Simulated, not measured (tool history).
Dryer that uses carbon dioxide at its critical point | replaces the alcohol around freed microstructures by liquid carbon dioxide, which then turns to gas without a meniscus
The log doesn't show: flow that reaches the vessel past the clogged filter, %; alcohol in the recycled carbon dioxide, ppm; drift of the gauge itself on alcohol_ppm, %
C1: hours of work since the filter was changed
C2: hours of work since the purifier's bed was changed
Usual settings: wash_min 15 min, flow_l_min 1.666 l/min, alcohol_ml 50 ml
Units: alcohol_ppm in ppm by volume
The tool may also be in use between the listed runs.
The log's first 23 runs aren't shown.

At hour 219.8: inlet filter changed.
Run 24, hour 220.2: usual settings but wash_min 20 min, flow_l_min 1.170 l/min, alcohol_ml 85 ml; C1 0; C2 411. Result: alcohol_ppm 296 ppm by volume.
Run 25, hour 228.3: usual settings but wash_min 17 min, flow_l_min 1.730 l/min; C1 5; C2 416. Result: alcohol_ppm 82 ppm by volume.
Run 26, hour 238.5: usual settings but wash_min 13 min, flow_l_min 1.730 l/min, alcohol_ml 34 ml; C1 10; C2 421. Result: alcohol_ppm 159 ppm by volume.
Run 27, hour 246.5: usual settings but wash_min 23 min, flow_l_min 1.160 l/min, alcohol_ml 83 ml; C1 15; C2 426. Result: alcohol_ppm 185 ppm by volume.
Run 28, hour 256.2: usual settings but wash_min 12 min, alcohol_ml 112 ml; C1 21; C2 431. Result: alcohol_ppm 657 ppm by volume.
Run 29, hour 265.6: usual settings but wash_min 24 min, flow_l_min 1.370 l/min; C1 26; C2 437. Result: alcohol_ppm 72 ppm by volume.
Run 30, hour 277.9: usual settings but wash_min 24 min, flow_l_min 1.370 l/min; C1 33; C2 443. Result: alcohol_ppm 76 ppm by volume.
Run 31, hour 290.8: usual settings but wash_min 24 min, flow_l_min 1.370 l/min; C1 40; C2 451. Result: alcohol_ppm 80 ppm by volume.
Run 32, hour 297.1: usual settings but wash_min 21 min, flow_l_min 1.370 l/min; C1 44; C2 454. Result: alcohol_ppm 109 ppm by volume.
Run 33, hour 302.5: usual settings but wash_min 21 min, flow_l_min 1.370 l/min; C1 47; C2 457. Result: alcohol_ppm 111 ppm by volume.
Run 34, hour 310.5: usual settings but wash_min 18 min, flow_l_min 1.140 l/min, alcohol_ml 55 ml; C1 51; C2 462. Result: alcohol_ppm 377 ppm by volume.
Run 35, hour 323.2: usual settings but wash_min 11 min, flow_l_min 1.140 l/min, alcohol_ml 38 ml; C1 58; C2 469. Result: alcohol_ppm 1060 ppm by volume.
Run 36, hour 333.9: usual settings but wash_min 18 min, flow_l_min 1.140 l/min, alcohol_ml 55 ml; C1 64; C2 475. Result: alcohol_ppm 407 ppm by volume.
Run 37, hour 341.3: usual settings but wash_min 10 min; C1 68; C2 479. Result: alcohol_ppm 639 ppm by volume.

Forecast each of these 4 alternatives for the next run:
Run A, hour 353.1: usual settings but wash_min 22 min, flow_l_min 1.130 l/min; C1 75; C2 486. Result: alcohol_ppm ?.
Run B, hour 353.1: usual settings but wash_min 10 min, flow_l_min 1.360 l/min; C1 75; C2 486. Result: alcohol_ppm ?.
Run C, hour 353.1: usual settings but wash_min 14 min; C1 75; C2 486. Result: alcohol_ppm ?.
Run D, hour 353.1: usual settings but flow_l_min 1.080 l/min, alcohol_ml 105 ml; C1 75; C2 486. Result: alcohol_ppm ?.

run  alcohol_ppm
  A          199
  B         1162
  C          231
  D         1625
Without the tool's hidden state the same runs would have given:
run  alcohol_ppm
  A          112
  B          934
  C          138
  D         1282

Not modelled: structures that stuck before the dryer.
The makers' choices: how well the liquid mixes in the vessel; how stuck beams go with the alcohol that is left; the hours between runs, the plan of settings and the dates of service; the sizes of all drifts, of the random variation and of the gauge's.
